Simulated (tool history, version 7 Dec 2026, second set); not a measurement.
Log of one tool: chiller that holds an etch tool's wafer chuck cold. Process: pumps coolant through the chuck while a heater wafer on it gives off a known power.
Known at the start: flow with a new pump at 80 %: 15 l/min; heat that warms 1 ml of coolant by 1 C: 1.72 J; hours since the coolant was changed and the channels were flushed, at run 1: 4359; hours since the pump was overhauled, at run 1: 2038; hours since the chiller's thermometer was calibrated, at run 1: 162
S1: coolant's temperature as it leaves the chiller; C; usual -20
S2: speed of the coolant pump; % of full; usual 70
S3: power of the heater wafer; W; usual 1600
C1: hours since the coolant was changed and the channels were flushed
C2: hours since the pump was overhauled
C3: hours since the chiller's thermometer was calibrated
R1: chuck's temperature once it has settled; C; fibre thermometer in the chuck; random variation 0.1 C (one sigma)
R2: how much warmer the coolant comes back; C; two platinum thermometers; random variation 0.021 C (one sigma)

run 1 hour=0.0 | S1=-20 S2=70 S3=1600 | C1=4359 C2=2038 C3=162 | R1=-5.9 R2=4.39
run 2 hour=41.6 | S1=-26 S2=70 S3=1600 | C1=4401 C2=2080 C3=203 | R1=-12.0 R2=4.39
run 3 hour=76.9 | S1=-26 S2=70 S3=1490 | C1=4436 C2=2115 C3=238 | R1=-13.2 R2=4.10
run 4 hour=150.4 | S1=-20 S2=88 S3=1600 | C1=4509 C2=2189 C3=312 | R1=-7.8 R2=3.40
run 5 hour=228.0 | S1=-20 S2=88 S3=1625 | C1=4587 C2=2266 C3=390 | R1=-7.5 R2=3.47
run 6 hour=274.9 | S1=-28 S2=70 S3=1600 | C1=4634 C2=2313 C3=436 | R1=-14.1 R2=4.39
run 7 hour=342.8 | S1=-20 S2=70 S3=937 | C1=4702 C2=2381 C3=504 | R1=-11.9 R2=2.57
run 8 hour=395.8 | S1=-20 S2=70 S3=1600 | C1=4755 C2=2434 C3=557 | R1=-6.1 R2=4.42
run 9 hour=462.5 | S1=-20 S2=70 S3=1600 | C1=4821 C2=2501 C3=624 | R1=-5.8 R2=4.39
run 10 hour=497.2 | S1=-20 S2=73 S3=1600 | C1=4856 C2=2535 C3=659 | R1=-6.2 R2=4.19
run 11 hour=562.2 | S1=-20 S2=73 S3=1600 | C1=4921 C2=2600 C3=724 | R1=-6.3 R2=4.22
run 12 hour=625.4 | S1=-20 S2=73 S3=1600 | C1=4984 C2=2664 C3=787 | R1=-6.3 R2=4.14
run 13 hour=693.7 | S1=-20 S2=73 S3=1600 | C1=5053 C2=2732 C3=855 | R1=-6.2 R2=4.18
run 14 hour=759.7 | S1=-20 S2=73 S3=1600 | C1=5119 C2=2798 C3=921 | R1=-6.1 R2=4.21
run 15 hour=810.1 | S1=-20 S2=73 S3=1600 | C1=5169 C2=2848 C3=972 | R1=-6.1 R2=4.20
run 16 hour=878.0 | S1=-20 S2=73 S3=1600 | C1=5237 C2=2916 C3=1040 | R1=-6.0 R2=4.21
run 17 hour=927.0 | S1=-14 S2=63 S3=1045 | C1=5286 C2=2965 C3=1089 | R1=-3.9 R2=3.23
run 18 hour=1006.5 | S1=-14 S2=63 S3=1045 | C1=5365 C2=3045 C3=1168 | R1=-3.9 R2=3.27
run 19 hour=1056.9 | S1=-14 S2=63 S3=1045 | C1=5416 C2=3095 C3=1218 | R1=-4.2 R2=3.27
run 20 hour=1097.3 | S1=-14 S2=63 S3=1045 | C1=5456 C2=3136 C3=1259 | R1=-3.8 R2=3.29
run 21 hour=1143.9 | S1=-14 S2=63 S3=1045 | C1=5503 C2=3182 C3=1305 | R1=-4.0 R2=3.28
run 22 hour=1178.7 | S1=-29 S2=70 S3=1856 | C1=5538 C2=3217 C3=1340 | R1=-12.3 R2=5.16
run 23 hour=1216.0 | S1=-29 S2=89 S3=2359 | C1=5575 C2=3254 C3=1378 | R1=-10.5 R2=4.97
run 24 hour=1269.5 | S1=-21 S2=70 S3=1600 | C1=5629 C2=3308 C3=1431 | R1=-6.3 R2=4.48
run 25 hour=1325.1 | S1=-25 S2=68 S3=1217 | C1=5684 C2=3363 C3=1487 | R1=-13.7 R2=3.50
run 26 hour=1406.6 | S1=-25 S2=68 S3=1217 | C1=5766 C2=3445 C3=1568 | R1=-13.7 R2=3.45
run 27 hour=1474.7 | S1=-28 S2=68 S3=2019 | C1=5834 C2=3513 C3=1636 | R1=-9.4 R2=5.77
run 28 hour=1538.9 | S1=-11 S2=83 S3=2019 | C1=5898 C2=3577 C3=1701 | R1=5.5 R2=4.61
run 29 hour=1621.0 | S1=-20 S2=86 S3=1600 | C1=5980 C2=3659 C3=1783 | R1=-7.1 R2=3.53
run 30 hour=1698.9 | S1=-25 S2=63 S3=2205 | C1=6058 C2=3737 C3=1860 | R1=-3.6 R2=6.94
run 31 hour=1745.6 | S1=-22 S2=71 S3=1600 | C1=6105 C2=3784 C3=1907 | R1=-7.4 R2=4.38

The same runs without the tool's hidden state, with the same run-to-run variation:
The hidden state here: heat passed by the chuck's channels, % of clean ones'; flow at a given pump speed, % of a new pump's; coolant's true temperature over the reading, C; drift of the gauge itself on chuck_c, C; drift of the gauge itself on warmer_back_c, C.
run=1 R1=-7.3 R2=4.33
run=2 R1=-13.4 R2=4.33
run=3 R1=-14.6 R2=4.04
run=4 R1=-9.1 R2=3.35
run=5 R1=-8.8 R2=3.42
run=6 R1=-15.6 R2=4.32
run=7 R1=-12.8 R2=2.53
run=8 R1=-7.6 R2=4.34
run=9 R1=-7.4 R2=4.31
run=10 R1=-7.7 R2=4.11
run=11 R1=-8.0 R2=4.14
run=12 R1=-7.9 R2=4.06
run=13 R1=-7.9 R2=4.09
run=14 R1=-7.8 R2=4.12
run=15 R1=-7.8 R2=4.11
run=16 R1=-7.8 R2=4.11
run=17 R1=-5.2 R2=3.16
run=18 R1=-5.3 R2=3.19
run=19 R1=-5.5 R2=3.20
run=20 R1=-5.2 R2=3.21
run=21 R1=-5.4 R2=3.20
run=22 R1=-14.5 R2=5.03
run=23 R1=-13.0 R2=4.84
run=24 R1=-8.3 R2=4.36
run=25 R1=-15.3 R2=3.41
run=26 R1=-15.3 R2=3.36
run=27 R1=-12.0 R2=5.60
run=28 R1=3.1 R2=4.48
run=29 R1=-9.0 R2=3.43
run=30 R1=-6.7 R2=6.72
run=31 R1=-9.6 R2=4.25
